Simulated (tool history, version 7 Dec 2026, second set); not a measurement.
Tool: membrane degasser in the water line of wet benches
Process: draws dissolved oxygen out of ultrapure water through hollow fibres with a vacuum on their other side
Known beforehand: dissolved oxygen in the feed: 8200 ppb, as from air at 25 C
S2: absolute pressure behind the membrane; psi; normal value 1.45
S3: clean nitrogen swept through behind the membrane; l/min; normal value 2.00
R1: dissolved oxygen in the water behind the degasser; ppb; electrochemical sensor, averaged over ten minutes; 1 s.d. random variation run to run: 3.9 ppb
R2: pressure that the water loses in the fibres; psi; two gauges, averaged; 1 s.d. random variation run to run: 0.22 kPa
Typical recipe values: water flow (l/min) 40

run 1 hour=0.0 | water_flow_(l/min)=40 S2=1.45 S3=2.00 | R1=400.2 R2=7.706
run 2 hour=84.3 | water_flow_(l/min)=40 S2=1.45 S3=2.00 | R1=398.3 R2=7.671
run 3 hour=154.7 | water_flow_(l/min)=40 S2=1.45 S3=2.30 | R1=371.7 R2=7.697
run 4 hour=259.7 | water_flow_(l/min)=40 S2=1.45 S3=2.00 | R1=406.3 R2=7.749
run 5 hour=396.2 | water_flow_(l/min)=40 S2=1.45 S3=2.00 | R1=406.7 R2=7.687
run 6 hour=452.3 | water_flow_(l/min)=40 S2=1.45 S3=1.21 | R1=554.9 R2=7.655
run 7 hour=507.9 | water_flow_(l/min)=40 S2=1.45 S3=2.00 | R1=406.1 R2=7.735
run 8 hour=635.8 | water_flow_(l/min)=40 S2=1.45 S3=2.00 | R1=400.4 R2=7.681
run 9 hour=747.9 | water_flow_(l/min)=40 S2=1.45 S3=2.00 | R1=413.5 R2=7.707
run 10 hour=840.9 | water_flow_(l/min)=40 S2=1.45 S3=2.00 | R1=400.8 R2=7.746
run 11 hour=920.9 | water_flow_(l/min)=53 S2=1.45 S3=2.00 | R1=550.1 R2=10.228
run 12 hour=992.2 | water_flow_(l/min)=53 S2=1.45 S3=2.00 | R1=550.1 R2=10.279
run 13 hour=1050.7 | water_flow_(l/min)=53 S2=1.45 S3=2.00 | R1=558.5 R2=10.282
run 14 hour=1135.0 | water_flow_(l/min)=40 S2=1.45 S3=4.19 | R1=262.0 R2=7.755
run 15 hour=1220.5 | water_flow_(l/min)=40 S2=1.45 S3=2.53 | R1=353.6 R2=7.744
run 16 hour=1287.6 | water_flow_(l/min)=44 S2=1.45 S3=2.00 | R1=455.1 R2=8.549
run 17 hour=1368.1 | water_flow_(l/min)=36 S2=1.04 S3=0.99 | R1=389.6 R2=6.986
run 18 hour=1438.3 | water_flow_(l/min)=36 S2=1.04 S3=0.99 | R1=391.5 R2=6.937
run 19 hour=1545.5 | water_flow_(l/min)=36 S2=1.04 S3=0.99 | R1=391.2 R2=6.973
run 20 hour=1655.6 | water_flow_(l/min)=36 S2=1.04 S3=5.16 | R1=160.5 R2=6.968
run 21 hour=1717.1 | water_flow_(l/min)=36 S2=1.04 S3=5.16 | R1=161.1 R2=6.978
-- hour=1780.2 vacuum gauge calibrated
run 22 hour=1803.3 | water_flow_(l/min)=36 S2=1.04 S3=5.16 | R1=156.0 R2=7.042
run 23 hour=1861.2 | water_flow_(l/min)=36 S2=1.78 S3=5.16 | R1=240.2 R2=7.060
run 24 hour=1929.2 | water_flow_(l/min)=36 S2=1.78 S3=5.16 | R1=242.5 R2=7.020
run 25 hour=1987.0 | water_flow_(l/min)=52 S2=2.32 S3=3.09 | R1=620.8 R2=10.098
run 26 hour=2060.8 | water_flow_(l/min)=52 S2=2.32 S3=3.09 | R1=627.5 R2=10.092
run 27 hour=2143.7 | water_flow_(l/min)=52 S2=2.32 S3=1.35 | R1=1066.7 R2=10.111
run 28 hour=2255.3 | water_flow_(l/min)=62 S2=1.78 S3=3.49 | R1=580.5 R2=12.103
run 29 hour=2360.0 | water_flow_(l/min)=42 S2=1.67 S3=1.25 | R1=663.0 R2=8.200
run 30 hour=2462.0 | water_flow_(l/min)=26 S2=1.19 S3=2.00 | R1=196.2 R2=5.113
run 31 hour=2532.0 | water_flow_(l/min)=58 S2=1.55 S3=1.57 | R1=724.0 R2=11.404

Selected run-to-run steps in R1, each split into two signed amounts: the part the tool would show with no hidden state at all (from settings, incoming material and random variation), and the remainder, which goes to the hidden state together with any gauge scatter not common to the measured and the hidden-state-free results:
The hidden state here: membrane still open, %; true pressure behind the membrane over the reading, kPa; air that leaks in behind the membrane, l/min; drift of the gauge itself on oxygen_ppb, %; drift of the gauge itself on loss_of_pressure_kpa, %.
Run 13 -> 14: water flow (l/min) 53 -> 40, S3 2.00 -> 4.19. R1 -296.5 ppb: hidden state -7.8, all else -288.7.
Run 19 -> 20: S3 0.99 -> 5.16. R1 -230.7 ppb: hidden state -11.4, all else -219.3.
Run 27 -> 28: water flow (l/min) 52 -> 62, S2 2.32 -> 1.78, S3 1.35 -> 3.49. R1 -486.2 ppb: hidden state +4.5, all else -490.7.
Run 29 -> 30: water flow (l/min) 42 -> 26, S2 1.67 -> 1.19, S3 1.25 -> 2.00. R1 -466.8 ppb: hidden state -4.2, all else -462.6.
Run 30 -> 31: water flow (l/min) 26 -> 58, S2 1.19 -> 1.55, S3 2.00 -> 1.57. R1 +527.8 ppb: hidden state +9.3, all else +518.5.
